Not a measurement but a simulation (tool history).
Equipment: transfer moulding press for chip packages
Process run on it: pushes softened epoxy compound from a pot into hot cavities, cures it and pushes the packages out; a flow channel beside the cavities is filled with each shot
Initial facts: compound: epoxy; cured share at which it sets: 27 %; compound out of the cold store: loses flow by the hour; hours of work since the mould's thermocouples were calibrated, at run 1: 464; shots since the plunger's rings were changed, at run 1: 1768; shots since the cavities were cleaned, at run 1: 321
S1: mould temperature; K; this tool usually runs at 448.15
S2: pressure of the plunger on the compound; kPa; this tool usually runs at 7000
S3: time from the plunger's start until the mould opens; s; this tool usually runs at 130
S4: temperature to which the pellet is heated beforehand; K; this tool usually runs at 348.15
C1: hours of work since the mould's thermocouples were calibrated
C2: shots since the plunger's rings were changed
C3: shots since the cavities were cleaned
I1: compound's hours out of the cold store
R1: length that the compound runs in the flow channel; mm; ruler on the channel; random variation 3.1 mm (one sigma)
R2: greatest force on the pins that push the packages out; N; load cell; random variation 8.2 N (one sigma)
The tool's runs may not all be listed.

{"run": 1, "hour": 0.0, "S1": 448.15, "S2": 7000, "S3": 130, "S4": 348.15, "C1": 464, "C2": 1768, "C3": 321, "I1": 11.8, "R1": 551, "R2": 608}
{"run": 2, "hour": 37.5, "S1": 448.15, "S2": 7000, "S3": 133, "S4": 348.15, "C1": 489, "C2": 2160, "C3": 713, "I1": 45.1, "R1": 456, "R2": 673}
{"hour": 41.4, "done": "cavities cleaned with cleaning compound and waxed"}
{"run": 3, "hour": 74.3, "S1": 448.15, "S2": 7000, "S3": 133, "S4": 348.15, "C1": 513, "C2": 2528, "C3": 344, "I1": 30.5, "R1": 494, "R2": 782}
{"run": 4, "hour": 94.8, "S1": 448.15, "S2": 7000, "S3": 133, "S4": 348.15, "C1": 526, "C2": 2742, "C3": 558, "I1": 29.4, "R1": 491, "R2": 775}
{"hour": 115.0, "done": "cavities cleaned with cleaning compound and waxed"}
{"run": 5, "hour": 129.9, "S1": 448.15, "S2": 7000, "S3": 133, "S4": 348.15, "C1": 549, "C2": 3093, "C3": 155, "I1": 14.0, "R1": 532, "R2": 510}
{"run": 6, "hour": 156.6, "S1": 448.15, "S2": 5880, "S3": 130, "S4": 348.15, "C1": 567, "C2": 3371, "C3": 433, "I1": 33.6, "R1": 432, "R2": 650}
{"run": 7, "hour": 176.7, "S1": 448.15, "S2": 5880, "S3": 130, "S4": 348.15, "C1": 580, "C2": 3582, "C3": 644, "I1": 27.3, "R1": 442, "R2": 707}
{"hour": 188.1, "done": "cavities cleaned with cleaning compound and waxed"}
{"hour": 212.0, "done": "mould's thermocouples calibrated"}
{"run": 8, "hour": 223.6, "S1": 448.15, "S2": 5880, "S3": 130, "S4": 348.15, "C1": 8, "C2": 4035, "C3": 351, "I1": 35.9, "R1": 424, "R2": 629}
{"hour": 261.1, "done": "cavities cleaned with cleaning compound and waxed"}
{"run": 9, "hour": 263.5, "S1": 448.15, "S2": 5880, "S3": 130, "S4": 348.15, "C1": 34, "C2": 4435, "C3": 25, "I1": 32.6, "R1": 427, "R2": 393}
{"hour": 296.4, "done": "plunger's sealing rings changed"}
{"run": 10, "hour": 301.2, "S1": 448.15, "S2": 5880, "S3": 130, "S4": 348.15, "C1": 57, "C2": 50, "C3": 393, "I1": 27.1, "R1": 477, "R2": 654}
{"hour": 330.0, "done": "cavities cleaned with cleaning compound and waxed, once more"}
{"run": 11, "hour": 332.6, "S1": 448.15, "S2": 5880, "S3": 130, "S4": 348.15, "C1": 77, "C2": 363, "C3": 28, "I1": 24.8, "R1": 482, "R2": 416}
{"run": 12, "hour": 355.0, "S1": 448.15, "S2": 5880, "S3": 130, "S4": 348.15, "C1": 93, "C2": 597, "C3": 262, "I1": 46.8, "R1": 425, "R2": 596}
{"run": 13, "hour": 399.2, "S1": 448.15, "S2": 7000, "S3": 131, "S4": 348.15, "C1": 122, "C2": 1058, "C3": 723, "I1": 43.3, "R1": 477, "R2": 714}
{"hour": 404.2, "done": "cavities cleaned with cleaning compound and waxed"}
{"run": 14, "hour": 434.8, "S1": 448.15, "S2": 6480, "S3": 130, "S4": 348.15, "C1": 145, "C2": 1414, "C3": 319, "I1": 15.0, "R1": 523, "R2": 641}
{"hour": 475.5, "done": "cavities cleaned with cleaning compound and waxed"}
{"run": 15, "hour": 477.4, "S1": 454.15, "S2": 7000, "S3": 130, "S4": 341.15, "C1": 173, "C2": 1843, "C3": 20, "I1": 24.5, "R1": 505, "R2": 321}
{"run": 16, "hour": 501.0, "S1": 444.15, "S2": 7000, "S3": 130, "S4": 344.15, "C1": 189, "C2": 2090, "C3": 267, "I1": 13.2, "R1": 554, "R2": 778}
{"run": 17, "hour": 540.4, "S1": 448.15, "S2": 5540, "S3": 147, "S4": 348.15, "C1": 215, "C2": 2501, "C3": 678, "I1": 22.4, "R1": 456, "R2": 636}
{"hour": 548.0, "done": "cavities cleaned with cleaning compound and waxed"}
{"run": 18, "hour": 577.7, "S1": 454.15, "S2": 7000, "S3": 153, "S4": 355.15, "C1": 239, "C2": 2874, "C3": 310, "I1": 38.9, "R1": 460, "R2": 459}
{"run": 19, "hour": 609.7, "S1": 448.15, "S2": 7450, "S3": 143, "S4": 348.15, "C1": 261, "C2": 3209, "C3": 645, "I1": 31.3, "R1": 501, "R2": 631}
{"hour": 620.9, "done": "cavities cleaned with cleaning compound and waxed"}
{"run": 20, "hour": 639.0, "S1": 453.15, "S2": 5980, "S3": 151, "S4": 344.15, "C1": 280, "C2": 3499, "C3": 189, "I1": 41.0, "R1": 405, "R2": 404}
{"run": 21, "hour": 675.0, "S1": 443.15, "S2": 7000, "S3": 130, "S4": 348.15, "C1": 304, "C2": 3875, "C3": 565, "I1": 32.9, "R1": 477, "R2": 929}
{"hour": 691.8, "done": "cavities cleaned with cleaning compound and waxed"}
{"run": 22, "hour": 716.8, "S1": 443.15, "S2": 7000, "S3": 130, "S4": 348.15, "C1": 331, "C2": 4296, "C3": 261, "I1": 27.9, "R1": 486, "R2": 787}
{"run": 23, "hour": 752.1, "S1": 448.15, "S2": 6560, "S3": 136, "S4": 348.15, "C1": 355, "C2": 4664, "C3": 629, "I1": 8.6, "R1": 509, "R2": 675}
{"hour": 762.2, "done": "plunger's sealing rings changed"}
{"hour": 767.7, "done": "cavities cleaned with cleaning compound and waxed"}
{"run": 24, "hour": 784.9, "S1": 448.15, "S2": 6560, "S3": 136, "S4": 348.15, "C1": 374, "C2": 221, "C3": 179, "I1": 30.9, "R1": 491, "R2": 490}
{"run": 25, "hour": 827.8, "S1": 446.15, "S2": 7000, "S3": 130, "S4": 348.15, "C1": 403, "C2": 669, "C3": 627, "I1": 11.1, "R1": 572, "R2": 820}
{"hour": 841.1, "done": "cavities cleaned with cleaning compound and waxed"}
{"run": 26, "hour": 871.9, "S1": 446.15, "S2": 7000, "S3": 130, "S4": 348.15, "C1": 431, "C2": 1114, "C3": 321, "I1": 25.1, "R1": 518, "R2": 705}
{"run": 27, "hour": 896.8, "S1": 446.15, "S2": 7000, "S3": 130, "S4": 348.15, "C1": 448, "C2": 1374, "C3": 581, "I1": 28.3, "R1": 513, "R2": 765}
{"hour": 912.0, "done": "cavities cleaned with cleaning compound and waxed"}
{"run": 28, "hour": 946.2, "S1": 448.15, "S2": 7000, "S3": 152, "S4": 341.15, "C1": 480, "C2": 1874, "C3": 357, "I1": 8.4, "R1": 555, "R2": 537}

A few steps of R1 between consecutive runs. Split each: what settings, incoming material and random variation would produce without the hidden state, and what is left over for the hidden state, along with gauge scatter present in only one of the two compared results (measured, and without hidden state):
Hidden state present: true mould temperature over the reading, C; pressure that reaches the compound, % of what is set; grip of the stained cavities, % over clean ones'; drift of the gauge itself on flow_mm, %; drift of the gauge itself on push_out_n, %.
Run 5 -> 6: S2 7000 -> 5880, S3 133 -> 130. R1 -100 mm: hidden state +4, all else -104.
Run 9 -> 10: plunger's sealing rings changed. R1 +50 mm: hidden state +40, all else +10.
Run 16 -> 17: S1 444.15 -> 448.15, S2 7000 -> 5540, S3 130 -> 147, S4 344.15 -> 348.15. R1 -98 mm: hidden state +0, all else -98.
Run 23 -> 24: plunger's sealing rings changed, cavities cleaned with cleaning compound and waxed. R1 -18 mm: hidden state +51, all else -69.

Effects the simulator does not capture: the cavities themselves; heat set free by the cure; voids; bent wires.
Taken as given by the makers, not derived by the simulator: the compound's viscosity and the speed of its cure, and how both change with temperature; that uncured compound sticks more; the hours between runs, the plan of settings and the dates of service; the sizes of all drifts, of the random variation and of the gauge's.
